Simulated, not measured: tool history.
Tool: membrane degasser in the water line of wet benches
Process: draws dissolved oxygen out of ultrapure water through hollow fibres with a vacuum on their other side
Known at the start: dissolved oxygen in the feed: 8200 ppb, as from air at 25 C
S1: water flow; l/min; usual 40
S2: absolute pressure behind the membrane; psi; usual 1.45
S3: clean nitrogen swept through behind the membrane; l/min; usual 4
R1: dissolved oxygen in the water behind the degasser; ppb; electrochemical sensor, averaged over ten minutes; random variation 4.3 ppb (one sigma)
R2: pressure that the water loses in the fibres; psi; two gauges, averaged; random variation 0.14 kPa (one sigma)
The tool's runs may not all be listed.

Run 1, hour 0: usual settings. Result: R1 463.2 ppb, R2 5.169 psi.
Run 2, hour 30.1: usual settings. Result: R1 455.7 ppb, R2 5.146 psi.
Run 3, hour 62.3: usual settings. Result: R1 465.7 ppb, R2 5.168 psi.
Run 4, hour 100.2: usual settings. Result: R1 470.3 ppb, R2 5.162 psi.
Run 5, hour 131.6: usual settings. Result: R1 457 ppb, R2 5.155 psi.
Run 6, hour 176.3: usual settings but S3 2.84 l/min. Result: R1 517.5 ppb, R2 5.207 psi.
Run 7, hour 207: usual settings but S3 2.84 l/min. Result: R1 521.9 ppb, R2 5.198 psi.
Run 8, hour 261.3: usual settings but S1 25 l/min. Result: R1 222 ppb, R2 3.284 psi.
Run 9, hour 301.9: usual settings. Result: R1 471.6 ppb, R2 5.234 psi.
Run 10, hour 355.7: usual settings but S1 37 l/min, S3 9.11 l/min. Result: R1 339.4 ppb, R2 4.824 psi.
Run 11, hour 403.7: usual settings but S2 2.47 psi, S3 7.55 l/min. Result: R1 486.3 ppb, R2 5.24 psi.
Run 12, hour 444.5: usual settings but S2 2.47 psi, S3 7.55 l/min. Result: R1 482.2 ppb, R2 5.262 psi.
At hour 476.2: gauge calibrated.
Run 13, hour 479.3: usual settings but S1 52 l/min, S2 0.9 psi, S3 8.75 l/min. Result: R1 529.4 ppb, R2 6.746 psi.
Run 14, hour 503.3: usual settings but S1 52 l/min, S2 0.9 psi, S3 8.75 l/min. Result: R1 521.9 ppb, R2 6.715 psi.
Run 15, hour 557.4: usual settings but S1 52 l/min, S2 0.9 psi, S3 8.75 l/min. Result: R1 530.3 ppb, R2 6.686 psi.
Run 16, hour 600: usual settings but S1 48 l/min, S2 2.1 psi, S3 8.58 l/min. Result: R1 572.3 ppb, R2 6.212 psi.
Run 17, hour 647.4: usual settings but S3 4.7 l/min. Result: R1 445.9 ppb, R2 5.168 psi.

Forecast each of these 3 alternatives for the next run:
Run A, hour 697.2: usual settings but S2 1.57 psi. Result: R1 ?, R2 ?.
Run B, hour 697.2: usual settings but S2 1.62 psi, S3 6.51 l/min. Result: R1 ?, R2 ?.
Run C, hour 697.2: usual settings but S3 4.72 l/min. Result: R1 ?, R2 ?.

run     R1     R2
  A  478.3  5.166
  B  420.4  5.176
  C  436.1  5.214
Without the tool's hidden state the same runs would have given:
run     R1     R2
  A  477.9   5.11
  B  420.1   5.12
  C  435.8  5.156
